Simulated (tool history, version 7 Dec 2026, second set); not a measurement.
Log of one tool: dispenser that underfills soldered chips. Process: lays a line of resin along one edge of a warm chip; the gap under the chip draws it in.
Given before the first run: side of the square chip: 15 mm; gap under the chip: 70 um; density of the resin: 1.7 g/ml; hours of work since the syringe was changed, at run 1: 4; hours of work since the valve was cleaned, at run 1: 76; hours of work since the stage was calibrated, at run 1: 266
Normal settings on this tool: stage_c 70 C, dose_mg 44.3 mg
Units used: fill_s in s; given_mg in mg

run,hour,stage_c,dose_mg,hours of work since the syringe was changed,hours of work since the valve was cleaned,hours of work since the stage was calibrated,fill_s,given_mg
1,0,70,44.3,4,76,266,160.3,40.86
2,8,70,43.3,9,82,271,198.3,40.3
# hour 9.6: new syringe of resin
3,14.1,70,43.3,3,85,275,158.3,39.64
# hour 24.7: new syringe of resin
4,25.7,70,44.3,1,93,282,141,40.32
5,36,70,44.3,8,100,289,192.6,40.22
# hour 40.5: new syringe of resin
6,48.7,70,44.3,5,108,297,175.8,39.64
# hour 56.1: new syringe of resin
7,60.4,70,44.3,3,116,305,159.1,39.12
# hour 71.5: new syringe of resin
8,73,70,44.3,1,124,313,145.3,39.24
# hour 82.9: dispensing valve cleaned and set on the balance
9,85.2,70,54.2,8,1,320,196.9,53.84
# hour 88: new syringe of resin
10,91.2,70,54.2,2,5,324,152.1,54
# hour 100.1: stage's temperature calibrated
# hour 104: new syringe of resin
11,104.4,70,54.2,0,13,3,132,53.5
12,115.4,70,44,8,21,10,180.1,42.84
# hour 119.9: new syringe of resin
13,121.9,66,44,1,25,14,170.3,42.48
14,133,66,44,9,32,21,231.7,42.44
# hour 135.2: new syringe of resin
15,143.1,66,44,5,38,28,205.4,42.23
# hour 150.4: new syringe of resin
16,154.4,66,44,3,46,35,183.7,41.7
# hour 166.2: new syringe of resin
17,167.1,66,44,1,54,43,164.6,41.76
18,180.4,58,51.3,9,63,52,376.9,48.12
# hour 181.9: new syringe of resin
19,191.7,57,50.6,6,70,60,359.3,46.67
# hour 197: new syringe of resin
20,198.7,60,40.5,1,75,64,251.1,37.41
21,209.1,60,40.5,8,81,71,337.2,37.37
# hour 212.6: new syringe of resin
22,223.2,58,40.5,7,91,80,364.2,36.75
# hour 228.2: new syringe of resin
23,234.6,70,45.6,4,98,87,163,40.95
24,241.8,74,44.1,9,103,92,160.3,39.7
# hour 243.1: new syringe of resin
25,251.5,63,54.7,6,109,98,257,48.31
# hour 258.1: new syringe of resin
26,264.7,63,54.7,4,118,107,232.3,48.43
# hour 273.3: new syringe of resin
27,273.3,78,43,0,123,113,90.3,37.5
# hour 283.7: dispensing valve cleaned and set on the balance
28,286.6,63,38.5,8,2,121,288.1,38.33
# hour 289.6: new syringe of resin
29,299.7,72,52.8,7,10,129,153.6,52.44
# hour 305: new syringe of resin
30,313.5,68,56.8,6,19,138,184.2,55.55
# hour 320.3: new syringe of resin
31,323,82,37.9,2,25,144,77.6,36.93
32,328.8,78,40.8,6,29,148,111.9,39.93
# hour 335.5: new syringe of resin
33,337.5,78,40.8,1,35,154,93.6,39.27
34,349.9,70,53.5,10,43,162,202,51.13

Some steps in fill_s between neighbouring runs. How much of each would the tool show without its hidden state too (settings, what came in, random variation), and how much is left for the hidden state, with any gauge scatter that isn't in both results?
The tool's hidden condition here consists of: resin's viscosity, % of fresh resin's; dose that the valve gives, % of what is set; true chip temperature over the reading, C; drift of the gauge itself on fill_s, %; drift of the gauge itself on given_mg, %.
Run 17 -> 18: stage_c 66 -> 58, dose_mg 44 -> 51.3. fill_s +212.3 s: hidden state +120.4, all else +91.9.
Run 20 -> 21: no setting changed, nothing entered. fill_s +86.1 s: hidden state +87.1, all else -1.
Run 22 -> 23: stage_c 58 -> 70, dose_mg 40.5 -> 45.6, new syringe of resin. fill_s -201.2 s: hidden state -76.1, all else -125.1.
Run 27 -> 28: stage_c 78 -> 63, dose_mg 43 -> 38.5, dispensing valve cleaned and set on the balance. fill_s +197.8 s: hidden state +86.8, all else +111.

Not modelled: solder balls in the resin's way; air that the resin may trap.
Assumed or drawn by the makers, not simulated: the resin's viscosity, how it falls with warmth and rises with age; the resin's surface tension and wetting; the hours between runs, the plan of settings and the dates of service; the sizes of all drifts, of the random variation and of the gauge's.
